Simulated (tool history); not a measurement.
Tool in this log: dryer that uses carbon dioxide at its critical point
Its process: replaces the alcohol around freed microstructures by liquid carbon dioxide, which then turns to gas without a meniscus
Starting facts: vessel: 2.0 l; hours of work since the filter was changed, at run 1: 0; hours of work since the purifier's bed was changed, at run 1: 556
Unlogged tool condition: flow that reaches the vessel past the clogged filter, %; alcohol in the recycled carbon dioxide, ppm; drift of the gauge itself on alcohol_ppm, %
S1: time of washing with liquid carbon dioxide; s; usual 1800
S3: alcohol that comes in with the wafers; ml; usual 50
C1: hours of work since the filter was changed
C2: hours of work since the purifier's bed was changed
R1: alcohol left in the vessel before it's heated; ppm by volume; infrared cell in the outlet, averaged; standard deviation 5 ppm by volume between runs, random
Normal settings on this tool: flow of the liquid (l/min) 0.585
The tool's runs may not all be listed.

{"run": 1, "hour": 0.0, "S1": 1800, "flow of the liquid (l/min)": 0.585, "S3": 50, "C1": 0, "C2": 556, "R1": 73}
{"run": 2, "hour": 40.9, "S1": 1860, "flow of the liquid (l/min)": 0.585, "S3": 50, "C1": 28, "C2": 584, "R1": 69}
{"run": 3, "hour": 101.7, "S1": 1800, "flow of the liquid (l/min)": 0.585, "S3": 50, "C1": 70, "C2": 625, "R1": 85}
{"run": 4, "hour": 158.9, "S1": 1800, "flow of the liquid (l/min)": 0.585, "S3": 50, "C1": 109, "C2": 665, "R1": 86}
{"run": 5, "hour": 218.2, "S1": 1800, "flow of the liquid (l/min)": 0.585, "S3": 50, "C1": 149, "C2": 705, "R1": 102}
{"run": 6, "hour": 259.8, "S1": 1800, "flow of the liquid (l/min)": 0.585, "S3": 50, "C1": 178, "C2": 734, "R1": 107}
{"run": 7, "hour": 318.4, "S1": 1800, "flow of the liquid (l/min)": 0.585, "S3": 50, "C1": 218, "C2": 774, "R1": 110}
{"run": 8, "hour": 355.0, "S1": 1800, "flow of the liquid (l/min)": 0.585, "S3": 50, "C1": 243, "C2": 799, "R1": 114}
{"run": 9, "hour": 385.3, "S1": 2400, "flow of the liquid (l/min)": 0.585, "S3": 50, "C1": 264, "C2": 820, "R1": 88}
{"run": 10, "hour": 431.6, "S1": 2400, "flow of the liquid (l/min)": 0.585, "S3": 50, "C1": 295, "C2": 851, "R1": 92}
{"run": 11, "hour": 481.1, "S1": 1800, "flow of the liquid (l/min)": 0.585, "S3": 29, "C1": 329, "C2": 885, "R1": 116}
{"run": 12, "hour": 515.1, "S1": 1800, "flow of the liquid (l/min)": 0.585, "S3": 29, "C1": 352, "C2": 908, "R1": 117}
{"run": 13, "hour": 574.3, "S1": 1800, "flow of the liquid (l/min)": 0.585, "S3": 85, "C1": 393, "C2": 949, "R1": 176}
{"run": 14, "hour": 613.3, "S1": 1800, "flow of the liquid (l/min)": 0.585, "S3": 85, "C1": 420, "C2": 975, "R1": 178}
{"hour": 650.5, "done": "inlet filter changed"}
{"run": 15, "hour": 675.9, "S1": 1800, "flow of the liquid (l/min)": 0.585, "S3": 85, "C1": 17, "C2": 1018, "R1": 139}
{"run": 16, "hour": 716.1, "S1": 1800, "flow of the liquid (l/min)": 0.585, "S3": 50, "C1": 45, "C2": 1045, "R1": 127}
{"run": 17, "hour": 761.4, "S1": 1800, "flow of the liquid (l/min)": 0.585, "S3": 50, "C1": 76, "C2": 1076, "R1": 117}
{"run": 18, "hour": 805.8, "S1": 1740, "flow of the liquid (l/min)": 0.808, "S3": 50, "C1": 106, "C2": 1107, "R1": 107}
{"run": 19, "hour": 851.1, "S1": 1620, "flow of the liquid (l/min)": 0.859, "S3": 87, "C1": 137, "C2": 1138, "R1": 109}
{"run": 20, "hour": 885.4, "S1": 1620, "flow of the liquid (l/min)": 0.402, "S3": 50, "C1": 161, "C2": 1161, "R1": 482}
{"run": 21, "hour": 912.8, "S1": 1620, "flow of the liquid (l/min)": 0.776, "S3": 46, "C1": 179, "C2": 1180, "R1": 120}
{"run": 22, "hour": 949.6, "S1": 1800, "flow of the liquid (l/min)": 0.989, "S3": 46, "C1": 205, "C2": 1205, "R1": 100}
{"run": 23, "hour": 987.3, "S1": 1800, "flow of the liquid (l/min)": 0.989, "S3": 46, "C1": 230, "C2": 1231, "R1": 119}
{"hour": 1030.1, "done": "purifier's bed changed"}
{"run": 24, "hour": 1039.6, "S1": 1800, "flow of the liquid (l/min)": 0.757, "S3": 57, "C1": 264, "C2": 7, "R1": 4}
{"run": 25, "hour": 1072.0, "S1": 1800, "flow of the liquid (l/min)": 0.712, "S3": 34, "C1": 286, "C2": 29, "R1": 8}
{"run": 26, "hour": 1110.9, "S1": 1800, "flow of the liquid (l/min)": 0.712, "S3": 34, "C1": 313, "C2": 55, "R1": 26}
{"run": 27, "hour": 1154.2, "S1": 2700, "flow of the liquid (l/min)": 0.458, "S3": 50, "C1": 343, "C2": 85, "R1": 30}
{"run": 28, "hour": 1215.1, "S1": 2700, "flow of the liquid (l/min)": 0.458, "S3": 50, "C1": 384, "C2": 127, "R1": 32}
{"run": 29, "hour": 1271.9, "S1": 2700, "flow of the liquid (l/min)": 0.458, "S3": 50, "C1": 423, "C2": 165, "R1": 40}
{"hour": 1303.6, "done": "inlet filter changed"}
{"run": 30, "hour": 1303.6, "S1": 2580, "flow of the liquid (l/min)": 0.585, "S3": 56, "C1": 0, "C2": 186, "R1": 28}
{"run": 31, "hour": 1363.3, "S1": 2580, "flow of the liquid (l/min)": 0.585, "S3": 56, "C1": 41, "C2": 227, "R1": 33}

Across each entry between runs, compare the hidden state at the last listed run before it with the hidden state at the first listed run after it:
Run 14 -> run 15: inlet filter changed (hour 650.5)
  flow that reaches the vessel past the clogged filter, %: 88.3 -> 99.5; alcohol in the recycled carbon dioxide, ppm: 90.6 -> 94.3
  difference, measured minus the result without the unlogged condition, R1: +134 -> +91 ppm by volume
Run 23 -> run 24: purifier's bed changed (hour 1030.1)
  flow that reaches the vessel past the clogged filter, %: 93.6 -> 92.6; alcohol in the recycled carbon dioxide, ppm: 113 -> 6.4
  difference, measured minus the result without the unlogged condition, R1: +111 -> +4 ppm by volume
Run 29 -> run 30: inlet filter changed (hour 1303.6)
  flow that reaches the vessel past the clogged filter, %: 88.1 -> 99.9; alcohol in the recycled carbon dioxide, ppm: 20.5 -> 22.2
  difference, measured minus the result without the unlogged condition, R1: +26 -> +18 ppm by volume
